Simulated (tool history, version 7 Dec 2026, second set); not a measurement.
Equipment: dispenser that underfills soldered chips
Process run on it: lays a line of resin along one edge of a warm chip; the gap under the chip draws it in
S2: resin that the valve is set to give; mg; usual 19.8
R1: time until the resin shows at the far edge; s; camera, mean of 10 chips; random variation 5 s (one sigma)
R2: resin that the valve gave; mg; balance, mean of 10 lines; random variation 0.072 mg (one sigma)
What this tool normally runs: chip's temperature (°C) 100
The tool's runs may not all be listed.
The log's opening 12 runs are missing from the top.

Run 13, day 3.146: usual settings but chip's temperature (°C) 101. Result: R1 623.3 s, R2 19.58 mg.
At day 3.342: new syringe of resin.
Run 14, day 3.488: usual settings but chip's temperature (°C) 101. Result: R1 512.7 s, R2 19.65 mg.
Run 15, day 3.708: usual settings but chip's temperature (°C) 101. Result: R1 582.3 s, R2 19.48 mg.
Run 16, day 3.883: usual settings but chip's temperature (°C) 101. Result: R1 625.6 s, R2 19.58 mg.
At day 4.05: new syringe of resin.
Run 17, day 4.238: usual settings but chip's temperature (°C) 101. Result: R1 506.8 s, R2 19.41 mg.
Run 18, day 4.429: usual settings but chip's temperature (°C) 101. Result: R1 550.9 s, R2 19.43 mg.
Run 19, day 4.717: usual settings but chip's temperature (°C) 104, S2 21.1 mg. Result: R1 590.1 s, R2 20.78 mg.
At day 4.746: new syringe of resin.
Run 20, day 5.112: usual settings but chip's temperature (°C) 107, S2 19.9 mg. Result: R1 484.7 s, R2 19.42 mg.
At day 5.442: new syringe of resin.
Run 21, day 5.442: usual settings but chip's temperature (°C) 85, S2 17.1 mg. Result: R1 777.3 s, R2 16.75 mg.
Run 22, day 5.612: usual settings but chip's temperature (°C) 85, S2 17.1 mg. Result: R1 845.5 s, R2 16.64 mg.
Run 23, day 6.012: usual settings but chip's temperature (°C) 85, S2 17.1 mg. Result: R1 1029.3 s, R2 16.64 mg.
At day 6.142: new syringe of resin.
Run 24, day 6.392: usual settings but chip's temperature (°C) 85, S2 17.1 mg. Result: R1 867.9 s, R2 16.66 mg.
Run 25, day 6.654: usual settings but chip's temperature (°C) 94, S2 20.9 mg. Result: R1 743.2 s, R2 20.19 mg.
At day 6.833: new syringe of resin.
Run 26, day 6.888: usual settings but chip's temperature (°C) 94, S2 21.4 mg. Result: R1 571.5 s, R2 20.74 mg.
Run 27, day 7.112: usual settings but chip's temperature (°C) 89, S2 19.5 mg. Result: R1 751.9 s, R2 18.84 mg.
At day 7.262: dispensing valve cleaned and set on the balance.
Run 28, day 7.4: usual settings but chip's temperature (°C) 95, S2 23.7 mg. Result: R1 705.7 s, R2 23.65 mg.
At day 7.579: new syringe of resin.
Run 29, day 7.658: usual settings but chip's temperature (°C) 91, S2 24.2 mg. Result: R1 639.4 s, R2 23.99 mg.
Run 30, day 8.017: usual settings but chip's temperature (°C) 85, S2 20.1 mg. Result: R1 928.7 s, R2 19.93 mg.
At day 8.267: new syringe of resin.
Run 31, day 8.317: usual settings but chip's temperature (°C) 110, S2 25.3 mg. Result: R1 375.7 s, R2 25.02 mg.
Run 32, day 8.567: usual settings but chip's temperature (°C) 111, S2 18.9 mg. Result: R1 424.8 s, R2 18.63 mg.
Run 33, day 8.867: usual settings but chip's temperature (°C) 104, S2 17.5 mg. Result: R1 601.4 s, R2 17.33 mg.
At day 8.962: new syringe of resin.
Run 34, day 9.075: usual settings but chip's temperature (°C) 113, S2 17.1 mg. Result: R1 376.2 s, R2 16.9 mg.
Run 35, day 9.267: usual settings but chip's temperature (°C) 107. Result: R1 461.7 s, R2 19.36 mg.

5 options for the next run, each taken on its own from the tool as it stands now. Forecast them:
Run A, day 9.483: usual settings but chip's temperature (°C) 94, S2 17.8 mg. Result: R1 ?, R2 ?.
Run B, day 9.483: usual settings but chip's temperature (°C) 87, S2 17.2 mg. Result: R1 ?, R2 ?.
Run C, day 9.483: usual settings but chip's temperature (°C) 95, S2 24.9 mg. Result: R1 ?, R2 ?.
Run D, day 9.483: usual settings but chip's temperature (°C) 96, S2 18 mg. Result: R1 ?, R2 ?.
Run E, day 9.483: usual settings but chip's temperature (°C) 90, S2 21 mg. Result: R1 ?, R2 ?.

run     R1     R2
  A  758.1  17.41
  B  933.7  16.87
  C  696.7  24.44
  D  719.9  17.67
  E  816.2  20.65
Had the tool no hidden state, the same runs would have come out as:
run     R1     R2
  A  611.2  17.74
  B  753.7  17.19
  C    564   24.9
  D  580.2     18
  E  660.6  21.05
